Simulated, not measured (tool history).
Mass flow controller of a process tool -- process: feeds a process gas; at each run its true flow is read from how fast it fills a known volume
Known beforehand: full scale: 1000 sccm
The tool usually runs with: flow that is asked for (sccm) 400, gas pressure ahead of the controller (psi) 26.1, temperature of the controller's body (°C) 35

run   hour  flow that is asked for (sccm)  gas pressure ahead of the controller (psi)  temperature of the controller's body (°C)  true flow (%)
  1      0                            400                                        26.1                                         35          98.41
  2   63.8                            400                                        26.1                                         27          98.04
  3  116.4                            124                                        26.1                                         35          98.57
  4  170.4                            124                                        26.1                                         35          98.43
  5  240.9                            124                                        26.1                                         35          98.43
  6  305.5                            400                                        20.5                                         35          98.25
  7  379.2                            400                                        20.5                                         35          98.19
  8  437.1                            400                                        20.5                                         35           98.2
  9  486.3                            761                                        20.7                                         35          99.19
 10  532.5                            761                                        20.7                                         35          99.14
 11  563.9                            400                                        26.1                                         28          98.02
 12  625.4                            113                                        23.4                                         35           98.8
 13  675.5                            400                                        21.3                                         23          97.74
 14  719.7                            268                                        35.5                                         21          97.82
 15    752                            400                                        26.1                                         27          98.05

Predict each of these 4 candidate next runs independently; none follows another, all start after run 15:
  A   811                            383                                        38.4                                         31              ?
  B   811                            400                                        30.7                                         35              ?
  C   811                            400                                        39.3                                         35              ?
  D   811                            135                                        22.5                                         30              ?

run  true flow (%)
  A          98.58
  B          98.58
  C          98.67
  D          98.24
Stripped of hidden state, with their random variation kept, the same runs would have yielded:
run  true flow (%)
  A          98.64
  B          98.66
  C          98.75
  D          97.25
